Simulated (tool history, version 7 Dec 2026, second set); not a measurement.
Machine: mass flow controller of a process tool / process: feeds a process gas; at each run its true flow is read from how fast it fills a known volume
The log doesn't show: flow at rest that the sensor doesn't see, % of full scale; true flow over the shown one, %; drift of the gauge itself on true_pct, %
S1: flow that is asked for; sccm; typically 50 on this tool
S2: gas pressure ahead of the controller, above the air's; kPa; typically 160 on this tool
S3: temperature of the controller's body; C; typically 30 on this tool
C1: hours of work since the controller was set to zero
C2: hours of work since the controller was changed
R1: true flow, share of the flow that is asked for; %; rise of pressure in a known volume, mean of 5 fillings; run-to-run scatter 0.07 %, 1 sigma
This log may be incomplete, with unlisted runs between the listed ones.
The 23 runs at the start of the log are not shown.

run      day  S1   S2  S3    C1    C2     R1
 24  184.104  50  160  30   626  1513  98.25
 25  195.512  50  160  30   839  1726  97.97
 26  201.933  11  213  38   959  1845  95.75
 27  208.958  11  213  38  1090  1977  95.62
 28  214.392  11  213  38  1191  2078  95.38
 29  219.475  11  206  30  1286  2173  96.06
 30   229.95  11  206  30  1482  2368   95.7
 31  235.096  13  212  21  1578  2464   96.5
 32  243.746  14  160  22  1739  2626  96.24
 33   252.45  49  160  30  1902  2788  97.62
 34  263.883  16  160  31  2115  3002  95.44
 35  273.542  16  160  31  2295  3182  95.29
 36  279.417  62  241  23  2405  3292  98.31
 37  289.692  50  160  22  2597  3484  97.67
 38  299.117  23  189  27  2773  3660  95.95
 39   306.65  46  189  27  2914  3800  97.15
 40  318.233  46  189  27  3130  4016  97.08
 41  324.092  16  232  39  3239  4126  93.84
 42  329.917  16  232  39  3348  4235  93.79
 43  339.738  16  232  39  3531  4418   93.5
 44  346.604  32  232  21  3659  4546  96.57
 45  355.496  32  232  21  3825  4712  96.62
 46  360.779  52  229  21  3924  4811  97.31
     365.796  -- controller's zero set anew
 47  369.033  50  269  30    60  4964   97.9
 48  375.525  18  269  34   182  5086   96.6

Below are 3 alternative next runs, each starting from the tool's condition after run 48. Predict each:
  A  383.667  48  144  30  334  5237   ?
  B  383.667  12  269  31  334  5237   ?
  C  383.667  18  143  34  334  5237   ?

run     R1
  A  97.11
  B  96.33
  C  96.19
What these runs would have given with no unlogged condition in the tool:
run     R1
  A  98.63
  B  98.43
  C  98.03
